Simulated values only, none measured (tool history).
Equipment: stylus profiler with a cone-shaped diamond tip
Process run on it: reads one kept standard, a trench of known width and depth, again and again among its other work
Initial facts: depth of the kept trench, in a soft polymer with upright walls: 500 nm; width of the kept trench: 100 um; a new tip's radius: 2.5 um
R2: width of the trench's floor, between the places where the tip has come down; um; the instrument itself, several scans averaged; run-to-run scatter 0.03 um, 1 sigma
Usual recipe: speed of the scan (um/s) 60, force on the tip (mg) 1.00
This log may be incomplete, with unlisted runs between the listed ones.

{"run": 1, "hour": 0.0, "speed of the scan (um/s)": 60, "force on the tip (mg)": 1.0, "depth of the trench (Å)": 5034.9, "R2": 96.16}
{"run": 2, "hour": 29.1, "speed of the scan (um/s)": 60, "force on the tip (mg)": 1.0, "depth of the trench (Å)": 5033.8, "R2": 96.04}
{"run": 3, "hour": 61.1, "speed of the scan (um/s)": 60, "force on the tip (mg)": 1.0, "depth of the trench (Å)": 5033.5, "R2": 96.07}
{"run": 4, "hour": 81.0, "speed of the scan (um/s)": 60, "force on the tip (mg)": 1.0, "depth of the trench (Å)": 5034.2, "R2": 96.03}
{"run": 5, "hour": 94.6, "speed of the scan (um/s)": 60, "force on the tip (mg)": 1.0, "depth of the trench (Å)": 5035.6, "R2": 95.99}
{"run": 6, "hour": 122.9, "speed of the scan (um/s)": 60, "force on the tip (mg)": 0.58, "depth of the trench (Å)": 5022.8, "R2": 95.79}
{"run": 7, "hour": 136.7, "speed of the scan (um/s)": 60, "force on the tip (mg)": 0.58, "depth of the trench (Å)": 5022.5, "R2": 95.87}
{"run": 8, "hour": 156.8, "speed of the scan (um/s)": 157, "force on the tip (mg)": 1.0, "depth of the trench (Å)": 5034.1, "R2": 95.06}
{"run": 9, "hour": 174.4, "speed of the scan (um/s)": 157, "force on the tip (mg)": 1.0, "depth of the trench (Å)": 5033.1, "R2": 95.01}
{"run": 10, "hour": 198.5, "speed of the scan (um/s)": 157, "force on the tip (mg)": 0.61, "depth of the trench (Å)": 5024.0, "R2": 94.58}
{"run": 11, "hour": 230.2, "speed of the scan (um/s)": 60, "force on the tip (mg)": 2.47, "depth of the trench (Å)": 5065.2, "R2": 96.19}
{"run": 12, "hour": 247.8, "speed of the scan (um/s)": 91, "force on the tip (mg)": 1.0, "depth of the trench (Å)": 5035.2, "R2": 95.64}
{"run": 13, "hour": 275.7, "speed of the scan (um/s)": 60, "force on the tip (mg)": 1.0, "depth of the trench (Å)": 5032.2, "R2": 95.91}
{"run": 14, "hour": 292.7, "speed of the scan (um/s)": 60, "force on the tip (mg)": 1.0, "depth of the trench (Å)": 5033.2, "R2": 95.85}
{"run": 15, "hour": 318.0, "speed of the scan (um/s)": 60, "force on the tip (mg)": 1.0, "depth of the trench (Å)": 5029.7, "R2": 95.92}
{"run": 16, "hour": 333.7, "speed of the scan (um/s)": 60, "force on the tip (mg)": 1.0, "depth of the trench (Å)": 5033.4, "R2": 95.91}
{"run": 17, "hour": 358.8, "speed of the scan (um/s)": 60, "force on the tip (mg)": 1.0, "depth of the trench (Å)": 5030.2, "R2": 95.89}
{"run": 18, "hour": 389.5, "speed of the scan (um/s)": 60, "force on the tip (mg)": 1.0, "depth of the trench (Å)": 5032.7, "R2": 95.86}
{"run": 19, "hour": 404.0, "speed of the scan (um/s)": 60, "force on the tip (mg)": 1.0, "depth of the trench (Å)": 5029.7, "R2": 95.9}
{"run": 20, "hour": 430.1, "speed of the scan (um/s)": 60, "force on the tip (mg)": 1.0, "depth of the trench (Å)": 5031.6, "R2": 95.82}
{"run": 21, "hour": 455.0, "speed of the scan (um/s)": 60, "force on the tip (mg)": 1.0, "depth of the trench (Å)": 5033.4, "R2": 95.79}
{"run": 22, "hour": 485.3, "speed of the scan (um/s)": 60, "force on the tip (mg)": 1.0, "depth of the trench (Å)": 5031.4, "R2": 95.77}
{"run": 23, "hour": 512.8, "speed of the scan (um/s)": 60, "force on the tip (mg)": 2.49, "depth of the trench (Å)": 5061.6, "R2": 96.03}
{"run": 24, "hour": 532.8, "speed of the scan (um/s)": 82, "force on the tip (mg)": 2.07, "depth of the trench (Å)": 5052.7, "R2": 95.8}
{"run": 25, "hour": 548.0, "speed of the scan (um/s)": 120, "force on the tip (mg)": 1.04, "depth of the trench (Å)": 5030.4, "R2": 95.14}
{"run": 26, "hour": 567.8, "speed of the scan (um/s)": 32, "force on the tip (mg)": 0.43, "depth of the trench (Å)": 5012.2, "R2": 95.91}
{"run": 27, "hour": 597.3, "speed of the scan (um/s)": 32, "force on the tip (mg)": 1.0, "depth of the trench (Å)": 5029.4, "R2": 96.03}
{"run": 28, "hour": 622.3, "speed of the scan (um/s)": 32, "force on the tip (mg)": 1.0, "depth of the trench (Å)": 5028.4, "R2": 95.97}
{"run": 29, "hour": 637.5, "speed of the scan (um/s)": 38, "force on the tip (mg)": 0.9, "depth of the trench (Å)": 5024.6, "R2": 95.93}
{"run": 30, "hour": 661.1, "speed of the scan (um/s)": 40, "force on the tip (mg)": 0.81, "depth of the trench (Å)": 5021.7, "R2": 95.79}
{"run": 31, "hour": 691.8, "speed of the scan (um/s)": 60, "force on the tip (mg)": 0.55, "depth of the trench (Å)": 5014.9, "R2": 95.42}
{"run": 32, "hour": 717.4, "speed of the scan (um/s)": 60, "force on the tip (mg)": 1.05, "depth of the trench (Å)": 5028.7, "R2": 95.65}
{"run": 33, "hour": 743.5, "speed of the scan (um/s)": 70, "force on the tip (mg)": 0.4, "depth of the trench (Å)": 5005.8, "R2": 95.14}
{"run": 34, "hour": 757.4, "speed of the scan (um/s)": 30, "force on the tip (mg)": 1.07, "depth of the trench (Å)": 5029.0, "R2": 95.96}
{"run": 35, "hour": 780.3, "speed of the scan (um/s)": 15, "force on the tip (mg)": 0.4, "depth of the trench (Å)": 5020.4, "R2": 96.04}
{"run": 36, "hour": 794.5, "speed of the scan (um/s)": 35, "force on the tip (mg)": 0.57, "depth of the trench (Å)": 5023.8, "R2": 95.77}
{"run": 37, "hour": 818.2, "speed of the scan (um/s)": 35, "force on the tip (mg)": 0.57, "depth of the trench (Å)": 5025.0, "R2": 95.76}
{"run": 38, "hour": 832.9, "speed of the scan (um/s)": 173, "force on the tip (mg)": 0.78, "depth of the trench (Å)": 5035.0, "R2": 94.25}
{"run": 39, "hour": 866.0, "speed of the scan (um/s)": 173, "force on the tip (mg)": 0.78, "depth of the trench (Å)": 5033.5, "R2": 94.22}
{"run": 40, "hour": 898.6, "speed of the scan (um/s)": 92, "force on the tip (mg)": 1.74, "depth of the trench (Å)": 5053.5, "R2": 95.46}
{"run": 41, "hour": 915.8, "speed of the scan (um/s)": 92, "force on the tip (mg)": 1.01, "depth of the trench (Å)": 5038.1, "R2": 95.21}
{"run": 42, "hour": 948.1, "speed of the scan (um/s)": 78, "force on the tip (mg)": 0.44, "depth of the trench (Å)": 5019.1, "R2": 94.99}
{"run": 43, "hour": 974.7, "speed of the scan (um/s)": 78, "force on the tip (mg)": 0.44, "depth of the trench (Å)": 5022.3, "R2": 94.92}
{"run": 44, "hour": 995.5, "speed of the scan (um/s)": 61, "force on the tip (mg)": 2.38, "depth of the trench (Å)": 5066.2, "R2": 95.69}
{"run": 45, "hour": 1009.2, "speed of the scan (um/s)": 60, "force on the tip (mg)": 0.47, "depth of the trench (Å)": 5022.2, "R2": 95.2}
{"run": 46, "hour": 1023.2, "speed of the scan (um/s)": 60, "force on the tip (mg)": 0.47, "depth of the trench (Å)": 5021.1, "R2": 95.16}

Missing from the log above: 2 entries noted between runs. For each, name the pair of listed runs it sits between and say how the tool's hidden condition differs from the listed run just before to the listed run just after:
Logged between run 27 and run 28: height scale calibrated on a step standard (hour 599.5)
  radius of the tip, um: 3.61 -> 3.64; height scale over the true one, %: -0.142 -> -0.192
  measured value less the no-hidden-state value, depth of the trench (Å): -7.2 -> -9.6; R2: -0.67 -> -0.68 um
Logged between run 34 and run 35: height scale calibrated on a step standard, once more (hour 780.2)
  radius of the tip, um: 3.79 -> 3.81; height scale over the true one, %: -0.213 -> 0.024
  measured value less the no-hidden-state value, depth of the trench (Å): -10.8 -> +1.2; R2: -0.76 -> -0.77 um
